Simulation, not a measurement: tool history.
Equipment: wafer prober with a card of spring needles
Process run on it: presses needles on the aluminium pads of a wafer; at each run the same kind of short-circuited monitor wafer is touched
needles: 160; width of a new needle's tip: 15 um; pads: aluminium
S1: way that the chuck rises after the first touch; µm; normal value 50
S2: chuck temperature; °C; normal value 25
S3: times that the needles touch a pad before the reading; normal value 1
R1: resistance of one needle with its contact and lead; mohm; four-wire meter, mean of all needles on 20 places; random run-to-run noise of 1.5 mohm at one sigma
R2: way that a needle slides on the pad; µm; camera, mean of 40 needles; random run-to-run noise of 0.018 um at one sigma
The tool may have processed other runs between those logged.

run 1 day=0 | S1=50 S2=25 S3=1 | R1=152 R2=11.48
-- day=1.238 tips cleaned on abrasive film
run 2 day=2.242 | S1=50 S2=25 S3=1 | R1=201 R2=11.47
-- day=2.358 tips cleaned on abrasive film
-- day=3.471 tips cleaned on abrasive film
run 3 day=4.475 | S1=50 S2=25 S3=1 | R1=204 R2=11.47
-- day=4.654 tips cleaned on abrasive film
-- day=5.771 tips cleaned on abrasive film
-- day=6.858 tips cleaned on abrasive film
run 4 day=6.958 | S1=50 S2=25 S3=1 | R1=161 R2=11.39
-- day=8.029 tips cleaned on abrasive film
run 5 day=8.762 | S1=46 S2=25 S3=1 | R1=207 R2=10.47
-- day=9.188 tips cleaned on abrasive film
-- day=10.321 tips cleaned on abrasive film
run 6 day=10.408 | S1=46 S2=25 S3=1 | R1=158 R2=10.43
-- day=10.608 height of the first contact set anew
-- day=11.367 tips cleaned on abrasive film
-- day=12.504 tips cleaned on abrasive film
run 7 day=12.512 | S1=46 S2=25 S3=1 | R1=151 R2=10.66
-- day=13.583 tips cleaned on abrasive film
-- day=14.629 tips cleaned on abrasive film
run 8 day=14.775 | S1=50 S2=25 S3=1 | R1=165 R2=11.58
-- day=15.804 tips cleaned on abrasive film
run 9 day=15.921 | S1=50 S2=25 S3=1 | R1=163 R2=11.56
-- day=17.021 tips cleaned on abrasive film
-- day=18.046 tips cleaned on abrasive film
run 10 day=18.046 | S1=50 S2=25 S3=1 | R1=145 R2=11.53
-- day=19.146 tips cleaned on abrasive film
run 11 day=19.783 | S1=50 S2=25 S3=1 | R1=196 R2=11.51
-- day=20.35 tips cleaned on abrasive film
-- day=21.392 tips cleaned on abrasive film
run 12 day=21.396 | S1=50 S2=25 S3=1 | R1=151 R2=11.53
-- day=22.492 tips cleaned on abrasive film
run 13 day=23.338 | S1=50 S2=25 S3=1 | R1=202 R2=11.45
-- day=23.588 tips cleaned on abrasive film
-- day=24.738 tips cleaned on abrasive film
run 14 day=25.583 | S1=50 S2=25 S3=1 | R1=207 R2=11.48
-- day=25.812 tips cleaned on abrasive film
-- day=26.879 tips cleaned on abrasive film
-- day=28.046 tips cleaned on abrasive film
run 15 day=28.175 | S1=50 S2=25 S3=1 | R1=159 R2=11.43
-- day=29.117 tips cleaned on abrasive film
run 16 day=29.792 | S1=50 S2=25 S3=1 | R1=203 R2=11.39
-- day=30.225 tips cleaned on abrasive film
-- day=31.325 tips cleaned on abrasive film
run 17 day=31.396 | S1=42 S2=39 S3=1 | R1=165 R2=9.54
-- day=32.546 tips cleaned on abrasive film
run 18 day=32.729 | S1=44 S2=25 S3=2 | R1=167 R2=9.95
-- day=33.338 height of the first contact set anew
-- day=33.588 tips cleaned on abrasive film
run 19 day=34.229 | S1=55 S2=44 S3=1 | R1=189 R2=12.76
-- day=34.621 tips cleaned on abrasive film
-- day=35.688 tips cleaned on abrasive film
run 20 day=35.688 | S1=55 S2=44 S3=1 | R1=152 R2=12.73
-- day=36.733 tips cleaned on abrasive film
run 21 day=36.946 | S1=41 S2=44 S3=2 | R1=173 R2=9.49
-- day=37.762 tips cleaned on abrasive film
run 22 day=38.375 | S1=41 S2=44 S3=2 | R1=192 R2=9.45
-- day=38.912 tips cleaned on abrasive film
-- day=39.971 tips cleaned on abrasive film
-- day=41.004 tips cleaned on abrasive film
run 23 day=41.058 | S1=41 S2=80 S3=1 | R1=173 R2=9.44
-- day=42.192 tips cleaned on abrasive film
-- day=43.225 tips cleaned on abrasive film
run 24 day=43.225 | S1=60 S2=29 S3=2 | R1=146 R2=13.82
-- day=44.462 tips cleaned on abrasive film
-- day=45.617 tips cleaned on abrasive film
run 25 day=45.825 | S1=45 S2=40 S3=1 | R1=177 R2=10.32
-- day=46.858 tips cleaned on abrasive film
-- day=47.988 tips cleaned on abrasive film
run 26 day=48.562 | S1=45 S2=40 S3=1 | R1=208 R2=10.25
-- day=49.104 tips cleaned on abrasive film
-- day=50.238 tips cleaned on abrasive film
run 27 day=50.742 | S1=42 S2=40 S3=1 | R1=209 R2=9.56
-- day=51.354 tips cleaned on abrasive film
run 28 day=52.154 | S1=42 S2=40 S3=1 | R1=228 R2=9.56
-- day=52.429 tips cleaned on abrasive film
-- day=53.642 tips cleaned on abrasive film
run 29 day=54.354 | S1=42 S2=40 S3=1 | R1=222 R2=9.53
-- day=54.896 tips cleaned on abrasive film
-- day=56.067 tips cleaned on abrasive film
-- day=56.079 height of the first contact set anew
run 30 day=56.317 | S1=50 S2=25 S3=2 | R1=161 R2=11.59
-- day=57.179 tips cleaned on abrasive film
run 31 day=57.475 | S1=43 S2=124 S3=1 | R1=199 R2=9.98

4 options for the next run, each taken on its own from the tool as it stands now. Forecast them:
-- day=58.2 tips cleaned on abrasive film
run A day=59.196 | S1=34 S2=25 S3=1 | R1=? R2=?
-- day=58.2 tips cleaned on abrasive film
run B day=59.196 | S1=33 S2=27 S3=1 | R1=? R2=?
-- day=58.2 tips cleaned on abrasive film
run C day=59.196 | S1=50 S2=25 S3=3 | R1=? R2=?
-- day=58.2 tips cleaned on abrasive film
run D day=59.196 | S1=36 S2=25 S3=2 | R1=? R2=?

run=A R1=276 R2=7.87
run=B R1=284 R2=7.63
run=C R1=169 R2=11.59
run=D R1=218 R2=8.34
Without the tool's hidden state the same runs would have given:
run=A R1=148 R2=7.9
run=B R1=149 R2=7.66
run=C R1=145 R2=11.62
run=D R1=149 R2=8.37
